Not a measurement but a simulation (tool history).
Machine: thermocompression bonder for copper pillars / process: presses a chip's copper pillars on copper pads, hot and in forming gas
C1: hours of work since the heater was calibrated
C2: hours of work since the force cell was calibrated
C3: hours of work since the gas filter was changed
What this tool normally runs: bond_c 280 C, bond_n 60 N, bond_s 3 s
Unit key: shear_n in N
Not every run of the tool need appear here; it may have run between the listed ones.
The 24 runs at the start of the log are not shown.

run 25 day=54.208 | bond_c=292 bond_n=53 bond_s=3 | C1=454 C2=1355 C3=43 | shear_n=44.1
run 26 day=56.042 | bond_c=274 bond_n=53 bond_s=5 | C1=487 C2=1388 C3=77 | shear_n=42.7
run 27 day=59.146 | bond_c=301 bond_n=37 bond_s=5 | C1=544 C2=1445 C3=133 | shear_n=38.8
-- day=61.788 forming gas filter changed
run 28 day=61.929 | bond_c=301 bond_n=77 bond_s=5 | C1=594 C2=1495 C3=3 | shear_n=74.5
run 29 day=64.492 | bond_c=252 bond_n=37 bond_s=4 | C1=641 C2=1542 C3=49 | shear_n=19.8
run 30 day=66.892 | bond_c=296 bond_n=70 bond_s=3 | C1=684 C2=1585 C3=93 | shear_n=57.8
-- day=68.938 heater calibrated with a thermocouple chip
run 31 day=69.838 | bond_c=296 bond_n=70 bond_s=3 | C1=16 C2=1637 C3=145 | shear_n=52.3
-- day=71.892 forming gas filter changed
run 32 day=72.708 | bond_c=262 bond_n=60 bond_s=2 | C1=68 C2=1689 C3=15 | shear_n=28.4
run 33 day=74.412 | bond_c=285 bond_n=50 bond_s=3 | C1=99 C2=1720 C3=46 | shear_n=35.6

Each row is a separate what-if for the run after 33, all from the same tool condition, not one after another. Results?
run A day=77.458 | bond_c=285 bond_n=78 bond_s=5 | C1=155 C2=1775 C3=101 | shear_n=?
run B day=77.458 | bond_c=303 bond_n=39 bond_s=3 | C1=155 C2=1775 C3=101 | shear_n=?
run C day=77.458 | bond_c=266 bond_n=50 bond_s=2 | C1=155 C2=1775 C3=101 | shear_n=?

run=A shear_n=61.4
run=B shear_n=33
run=C shear_n=23
What these runs would have given with no unlogged condition in the tool:
run=A shear_n=62.5
run=B shear_n=33
run=C shear_n=22.8

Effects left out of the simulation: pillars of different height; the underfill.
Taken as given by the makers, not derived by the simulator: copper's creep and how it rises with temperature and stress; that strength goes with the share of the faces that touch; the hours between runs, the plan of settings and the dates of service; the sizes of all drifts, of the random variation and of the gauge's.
